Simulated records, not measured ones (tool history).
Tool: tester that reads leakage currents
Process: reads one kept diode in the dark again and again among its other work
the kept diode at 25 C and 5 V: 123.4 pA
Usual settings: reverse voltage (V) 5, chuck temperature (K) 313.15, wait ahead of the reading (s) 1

run     day  reverse voltage (V)  chuck temperature (K)  wait ahead of the reading (s)  current that the tester gives (pA)
  1       0                    5                 313.15                              1                              385.36
       6.95  -- probe card cleaned and baked
  2   8.804                    5                 313.15                           1.21                               371.9
  3  17.071                 3.24                 313.15                              1                              316.11
  4  22.929                    5                 313.15                              1                               371.5
  5  31.738                    5                 313.15                              1                               371.1
  6  37.633                    5                 295.15                              1                               94.06
  7  42.721                    5                 295.15                              1                               93.91
  8  50.417                    5                 295.15                              1                               94.22
     56.317  -- tester calibrated
  9  57.329                    5                 295.15                              1                               92.54
     57.929  -- chuck's temperature calibrated
 10  61.238                    5                 295.15                              1                               89.41
 11  67.921                    5                 313.15                           0.48                              346.65
 12    73.1                    5                 304.15                           0.48                              178.64
      78.25  -- chuck's temperature calibrated, once more
 13  78.842                 9.24                 324.15                           0.33                             1115.37

Forecast each of these 4 alternatives for the next run:
  A  84.688                 18.9                 313.15                              1                                   ?
  B  84.688                17.64                 324.15                           0.89                                   ?
  C  84.688                 9.24                 300.15                           0.51                                   ?
  D  84.688                 2.66                 302.15                           0.33                                   ?

run  current that the tester gives (pA)
  A                                 691
  B                             1425.52
  C                              206.04
  D                              140.56
Without the tool's hidden state the same runs would have given:
run  current that the tester gives (pA)
  A                              659.52
  B                              1399.9
  C                              189.92
  D                              136.43

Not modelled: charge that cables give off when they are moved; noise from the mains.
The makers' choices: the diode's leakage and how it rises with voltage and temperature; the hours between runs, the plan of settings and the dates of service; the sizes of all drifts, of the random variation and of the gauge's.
